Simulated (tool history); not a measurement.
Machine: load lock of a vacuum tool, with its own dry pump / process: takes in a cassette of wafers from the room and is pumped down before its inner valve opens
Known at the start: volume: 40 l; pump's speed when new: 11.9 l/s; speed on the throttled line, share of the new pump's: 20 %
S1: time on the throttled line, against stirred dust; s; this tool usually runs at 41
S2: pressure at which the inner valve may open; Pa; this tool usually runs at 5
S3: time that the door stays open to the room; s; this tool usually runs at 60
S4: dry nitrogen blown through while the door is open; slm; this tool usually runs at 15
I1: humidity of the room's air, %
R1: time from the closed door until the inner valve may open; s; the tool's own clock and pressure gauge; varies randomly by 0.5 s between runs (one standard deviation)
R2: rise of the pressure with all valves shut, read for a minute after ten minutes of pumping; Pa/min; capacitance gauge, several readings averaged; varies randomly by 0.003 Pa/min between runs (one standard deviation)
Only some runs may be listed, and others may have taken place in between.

run 1 hour=0.0 | S1=41 S2=5 S3=60 S4=15 | I1=45.5 | R1=66.9 R2=0.404
run 2 hour=103.3 | S1=41 S2=7 S3=60 S4=15 | I1=42.4 | R1=65.3 R2=0.406
run 3 hour=162.4 | S1=41 S2=5 S3=61 S4=15 | I1=43.9 | R1=66.9 R2=0.406
run 4 hour=236.2 | S1=41 S2=5 S3=158 S4=15 | I1=46.4 | R1=68.2 R2=0.442
run 5 hour=307.5 | S1=41 S2=5 S3=158 S4=15 | I1=44.4 | R1=67.1 R2=0.448
-- hour=360.3 door's seal changed, seat wiped
run 6 hour=381.4 | S1=41 S2=5 S3=158 S4=15 | I1=45.9 | R1=67.1 R2=0.061
run 7 hour=436.9 | S1=41 S2=5 S3=60 S4=15 | I1=45.7 | R1=67.2 R2=0.033
run 8 hour=495.4 | S1=41 S2=5 S3=60 S4=15 | I1=44.5 | R1=67.3 R2=0.033
run 9 hour=580.3 | S1=41 S2=5 S3=60 S4=15 | I1=43.8 | R1=66.7 R2=0.034
run 10 hour=642.9 | S1=41 S2=5 S3=60 S4=15 | I1=42.6 | R1=67.1 R2=0.029
run 11 hour=695.3 | S1=41 S2=5 S3=60 S4=15 | I1=43.4 | R1=67.4 R2=0.029
run 12 hour=791.4 | S1=41 S2=5 S3=60 S4=8 | I1=44.1 | R1=67.2 R2=0.046
run 13 hour=874.2 | S1=41 S2=5 S3=60 S4=8 | I1=44.5 | R1=68.0 R2=0.042
run 14 hour=972.1 | S1=41 S2=5 S3=60 S4=15 | I1=45.9 | R1=68.1 R2=0.047
run 15 hour=1045.3 | S1=41 S2=5 S3=60 S4=15 | I1=46.0 | R1=67.3 R2=0.047
run 16 hour=1133.0 | S1=44 S2=5 S3=60 S4=15 | I1=48.0 | R1=70.3 R2=0.045
run 17 hour=1230.5 | S1=44 S2=5 S3=54 S4=15 | I1=44.4 | R1=71.0 R2=0.047
run 18 hour=1329.3 | S1=69 S2=8 S3=54 S4=15 | I1=43.7 | R1=87.7 R2=0.051
run 19 hour=1372.9 | S1=41 S2=5 S3=36 S4=30 | I1=46.2 | R1=67.9 R2=0.038
run 20 hour=1464.2 | S1=41 S2=5 S3=36 S4=30 | I1=46.6 | R1=67.6 R2=0.039
run 21 hour=1533.2 | S1=48 S2=5 S3=60 S4=32 | I1=43.5 | R1=73.2 R2=0.050
run 22 hour=1628.8 | S1=50 S2=5 S3=53 S4=5 | I1=46.0 | R1=75.3 R2=0.065
run 23 hour=1708.6 | S1=47 S2=5 S3=35 S4=13 | I1=45.4 | R1=72.9 R2=0.052
run 24 hour=1784.7 | S1=47 S2=5 S3=35 S4=13 | I1=45.1 | R1=72.9 R2=0.052
run 25 hour=1834.5 | S1=47 S2=5 S3=35 S4=22 | I1=45.5 | R1=73.2 R2=0.051
run 26 hour=1897.3 | S1=47 S2=5 S3=35 S4=22 | I1=48.9 | R1=72.1 R2=0.050
run 27 hour=1985.4 | S1=47 S2=5 S3=35 S4=22 | I1=49.8 | R1=74.1 R2=0.061
run 28 hour=2052.6 | S1=38 S2=8 S3=91 S4=7 | I1=47.4 | R1=64.4 R2=0.094
run 29 hour=2124.1 | S1=48 S2=8 S3=118 S4=39 | I1=47.7 | R1=71.7 R2=0.079
run 30 hour=2205.9 | S1=48 S2=8 S3=118 S4=39 | I1=43.8 | R1=71.5 R2=0.081
run 31 hour=2251.9 | S1=48 S2=6 S3=226 S4=39 | I1=46.8 | R1=73.2 R2=0.103
run 32 hour=2353.8 | S1=48 S2=6 S3=226 S4=39 | I1=45.2 | R1=73.7 R2=0.104
run 33 hour=2425.4 | S1=25 S2=6 S3=44 S4=39 | I1=49.4 | R1=55.0 R2=0.076

Predict each of these 4 candidate next runs independently; none follows another, all start after run 33:
run A hour=2522.1 | S1=40 S2=6 S3=44 S4=39 | I1=47.8 | R1=? R2=?
run B hour=2522.1 | S1=41 S2=5 S3=60 S4=43 | I1=46.5 | R1=? R2=?
run C hour=2522.1 | S1=27 S2=7 S3=236 S4=39 | I1=43.5 | R1=? R2=?
run D hour=2522.1 | S1=41 S2=5 S3=110 S4=15 | I1=43.7 | R1=? R2=?

run=A R1=67.7 R2=0.074
run=B R1=68.2 R2=0.077
run=C R1=55.8 R2=0.111
run=D R1=68.8 R2=0.098
What these runs would have given with no unlogged condition in the tool:
run=A R1=65.9 R2=0.019
run=B R1=66.5 R2=0.021
run=C R1=53.9 R2=0.055
run=D R1=67.0 R2=0.042
